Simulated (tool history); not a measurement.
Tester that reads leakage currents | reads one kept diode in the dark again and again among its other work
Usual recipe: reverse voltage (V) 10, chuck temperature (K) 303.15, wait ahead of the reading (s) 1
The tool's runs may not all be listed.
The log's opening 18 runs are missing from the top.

| run | hour | reverse voltage (V) | chuck temperature (K) | wait ahead of the reading (s) | current that the tester gives (pA) |
|---|---|---|---|---|---|
| 19 | 3143.4 | 10 | 303.15 | 0.39 | 384.7 |
| 20 | 3353.3 | 10 | 303.15 | 0.39 | 391.47 |
| 21 | 3500.8 | 10 | 297.15 | 1 | 237.86 |
| 22 | 3695.5 | 2.6 | 305.15 | 3.32 | 255.71 |
| 23 | 3806 | 8 | 303.15 | 6.09 | 362.63 |
|  | 3981.4 | chuck's temperature calibrated |
| 24 | 4003.3 | 8 | 297.15 | 2.71 | 190.65 |
| 25 | 4145.1 | 13.7 | 297.15 | 0.32 | 260.96 |
| 26 | 4316.9 | 4.8 | 307.15 | 0.42 | 357.63 |
|  | 4411.4 | probe card cleaned and baked |
| 27 | 4452.9 | 10 | 303.15 | 2.11 | 349.09 |
|  | 4595.1 | tester calibrated |
| 28 | 4667.6 | 10 | 298.15 | 1 | 234.28 |
| 29 | 4792.9 | 2.4 | 311.15 | 1.62 | 377.33 |
| 30 | 4922.8 | 2.2 | 303.15 | 1 | 188.43 |
| 31 | 5105.7 | 10.7 | 303.15 | 9.2 | 386.05 |
| 32 | 5295.2 | 2.7 | 303.15 | 1.74 | 214 |
| 33 | 5469.8 | 7.1 | 297.15 | 8.95 | 199.03 |
| 34 | 5591.1 | 3.7 | 303.15 | 9.07 | 251.35 |
| 35 | 5708.3 | 5.1 | 294.15 | 7.04 | 134.93 |
| 36 | 5879.5 | 1.6 | 318.15 | 0.77 | 598.54 |
|  | 5978.8 | chuck's temperature calibrated |
| 37 | 6084.4 | 19.9 | 317.15 | 1.42 | 1463.28 |
| 38 | 6308.2 | 19.9 | 317.15 | 1.42 | 1475.44 |
| 39 | 6548.3 | 19.9 | 317.15 | 0.87 | 1516.35 |
| 40 | 6677.9 | 1.3 | 317.15 | 0.87 | 457.45 |

3 options for the next run, each taken on its own from the tool as it stands now. Forecast them:
| A | 6866.6 | 2.8 | 303.15 | 1 | ? |
| B | 6866.6 | 1.3 | 328.15 | 6.89 | ? |
| C | 6866.6 | 10 | 306.15 | 1 | ? |

| run | current that the tester gives (pA) |
|---|---|
| A | 211.38 |
| B | 1068.69 |
| C | 479.5 |
The same runs, with their run-to-run variation unchanged, on a tool lacking any hidden condition would have given:
| run | current that the tester gives (pA) |
|---|---|
| A | 193.57 |
| B | 1003.17 |
| C | 436.13 |

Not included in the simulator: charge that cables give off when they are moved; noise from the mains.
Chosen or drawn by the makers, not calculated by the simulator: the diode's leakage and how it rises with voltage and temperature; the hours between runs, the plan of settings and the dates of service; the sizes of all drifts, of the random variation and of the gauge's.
